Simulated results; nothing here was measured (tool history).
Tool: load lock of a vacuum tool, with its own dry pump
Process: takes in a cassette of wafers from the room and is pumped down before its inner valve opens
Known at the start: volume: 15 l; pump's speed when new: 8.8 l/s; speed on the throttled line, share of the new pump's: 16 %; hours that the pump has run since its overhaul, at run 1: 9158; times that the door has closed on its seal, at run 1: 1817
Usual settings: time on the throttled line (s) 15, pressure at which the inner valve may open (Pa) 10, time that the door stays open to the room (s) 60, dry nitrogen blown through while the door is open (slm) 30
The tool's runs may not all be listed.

| run | hour | time on the throttled line (s) | pressure at which the inner valve may open (Pa) | time that the door stays open to the room (s) | dry nitrogen blown through while the door is open (slm) | hours that the pump has run since its overhaul | times that the door has closed on its seal | incoming humidity of the room's air, % | time from the closed door until the inner valve may open (s) | rise of the pressure with all valves shut (Pa/min) |
|---|---|---|---|---|---|---|---|---|---|---|
| 1 | 0 | 15 | 10 | 60 | 30 | 9158 | 1817 | 42.3 | 29.3 | 0.077 |
| 2 | 71.2 | 15 | 10 | 60 | 30 | 9229 | 1937 | 43.8 | 29 | 0.075 |
| 3 | 158.7 | 15 | 10 | 60 | 30 | 9317 | 2084 | 43.1 | 29.6 | 0.074 |
| 4 | 224.4 | 15 | 10 | 60 | 30 | 9382 | 2195 | 45.6 | 29.5 | 0.082 |
| 5 | 317.6 | 15 | 10 | 60 | 30 | 9476 | 2352 | 48 | 29.5 | 0.082 |
| 6 | 377.5 | 15 | 10 | 60 | 30 | 9536 | 2453 | 44.8 | 29.6 | 0.08 |
| 7 | 456.1 | 15 | 10 | 60 | 30 | 9614 | 2585 | 42.3 | 29.1 | 0.078 |
| 8 | 512 | 15 | 10 | 60 | 30 | 9670 | 2679 | 50 | 29.4 | 0.093 |
| 9 | 561.6 | 15 | 10 | 188 | 36 | 9720 | 2762 | 46.5 | 29.4 | 0.123 |

The next listed run, before its measurement:
| 10 | 600.8 | 15 | 13 | 188 | 36 | 9759 | 2828 | 40.4 | ? | ? |

time from the closed door until the inner valve may open (s): 28.9
rise of the pressure with all valves shut (Pa/min): 0.1
Without the tool's hidden state the same run would have given time from the closed door until the inner valve may open (s) 28, rise of the pressure with all valves shut (Pa/min) 0.083.
